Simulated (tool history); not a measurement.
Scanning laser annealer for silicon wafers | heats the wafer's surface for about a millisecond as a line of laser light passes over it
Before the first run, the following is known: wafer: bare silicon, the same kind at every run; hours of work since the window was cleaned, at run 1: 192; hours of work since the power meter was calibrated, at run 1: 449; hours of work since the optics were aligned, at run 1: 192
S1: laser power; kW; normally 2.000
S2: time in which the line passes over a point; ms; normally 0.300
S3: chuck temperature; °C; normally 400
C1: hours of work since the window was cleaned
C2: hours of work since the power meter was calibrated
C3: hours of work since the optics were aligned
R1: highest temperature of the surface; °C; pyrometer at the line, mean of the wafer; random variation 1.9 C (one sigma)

run	day	S1	S2	S3	C1	C2	C3	R1
1	0.000	2.000	0.300	400	192	449	192	1210
2	1.188	2.000	0.300	400	204	462	204	1211
3	2.425	2.000	0.300	400	217	475	217	1211
4	3.958	2.000	0.300	400	233	491	233	1206
5	4.775	2.000	0.300	400	242	499	242	1204
6	6.158	2.000	0.300	400	256	514	256	1204
7	7.258	1.900	0.300	400	268	525	268	1155
8	8.829	2.053	0.300	369	284	542	284	1197
9	9.817	2.000	0.245	432	295	552	295	1163
10	11.033	2.000	0.245	432	307	565	307	1166
11	11.758	1.813	0.300	402	315	573	315	1112

Hidden state or all else? Some run-to-run changes of R1, split into what the settings, what came in and random variation would give without the hidden state, and what is left for the hidden state (with any gauge scatter that isn't in both results):
What the log doesn't record here: light that passes the window, % of a clean one's; laser's true power over the reading, %; width of the line over the set one, %; drift of the gauge itself on peak_c, C.
Run 7 -> 8: S1 1.900 -> 2.053, S3 400 -> 369. R1 +42 °C: hidden state -3, all else +45.
Run 10 -> 11: S1 2.000 -> 1.813, S2 0.245 -> 0.300, S3 432 -> 402. R1 -54 °C: hidden state +0, all else -54.
